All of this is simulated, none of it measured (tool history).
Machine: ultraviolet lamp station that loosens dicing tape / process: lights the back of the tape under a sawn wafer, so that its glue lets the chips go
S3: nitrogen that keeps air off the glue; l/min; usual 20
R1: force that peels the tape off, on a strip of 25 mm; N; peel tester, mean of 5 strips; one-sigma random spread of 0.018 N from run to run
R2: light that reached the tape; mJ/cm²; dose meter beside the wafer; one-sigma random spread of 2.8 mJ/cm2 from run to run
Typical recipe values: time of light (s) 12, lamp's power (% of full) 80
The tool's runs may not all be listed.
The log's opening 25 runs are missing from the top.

run 26 hour=1109.1 | time_of_light_(s)=7 lamp's_power_(%_of_full)=85 S3=15 | R1=3.819 R2=184
run 27 hour=1153.6 | time_of_light_(s)=20 lamp's_power_(%_of_full)=80 S3=20 | R1=0.479 R2=486
run 28 hour=1193.2 | time_of_light_(s)=12 lamp's_power_(%_of_full)=99 S3=8 | R1=2.406 R2=348
run 29 hour=1235.2 | time_of_light_(s)=12 lamp's_power_(%_of_full)=99 S3=8 | R1=2.463 R2=340
run 30 hour=1279.8 | time_of_light_(s)=7 lamp's_power_(%_of_full)=66 S3=9 | R1=6.350 R2=127
run 31 hour=1311.9 | time_of_light_(s)=8 lamp's_power_(%_of_full)=66 S3=7 | R1=6.392 R2=145
-- hour=1323.6 lamp changed
run 32 hour=1359.5 | time_of_light_(s)=7 lamp's_power_(%_of_full)=61 S3=8 | R1=5.985 R2=142
-- hour=1396.6 window cleaned of glue's vapour
run 33 hour=1409.1 | time_of_light_(s)=8 lamp's_power_(%_of_full)=75 S3=8 | R1=4.026 R2=234
run 34 hour=1476.0 | time_of_light_(s)=14 lamp's_power_(%_of_full)=71 S3=8 | R1=2.134 R2=373
run 35 hour=1539.2 | time_of_light_(s)=14 lamp's_power_(%_of_full)=71 S3=8 | R1=2.346 R2=356

Branching from run 35: 4 alternative next runs. What would each branch give?
run A hour=1579.0 | time_of_light_(s)=12 lamp's_power_(%_of_full)=83 S3=35 | R1=? R2=?
run B hour=1579.0 | time_of_light_(s)=12 lamp's_power_(%_of_full)=80 S3=11 | R1=? R2=?
run C hour=1579.0 | time_of_light_(s)=14 lamp's_power_(%_of_full)=83 S3=17 | R1=? R2=?
run D hour=1579.0 | time_of_light_(s)=14 lamp's_power_(%_of_full)=93 S3=23 | R1=? R2=?

run=A R1=0.660 R2=347
run=B R1=1.951 R2=331
run=C R1=0.918 R2=405
run=D R1=0.485 R2=456
With the hidden condition removed and each run's random variation left untouched, the same runs would have given:
run=A R1=0.458 R2=397
run=B R1=1.524 R2=379
run=C R1=0.656 R2=463
run=D R1=0.329 R2=521

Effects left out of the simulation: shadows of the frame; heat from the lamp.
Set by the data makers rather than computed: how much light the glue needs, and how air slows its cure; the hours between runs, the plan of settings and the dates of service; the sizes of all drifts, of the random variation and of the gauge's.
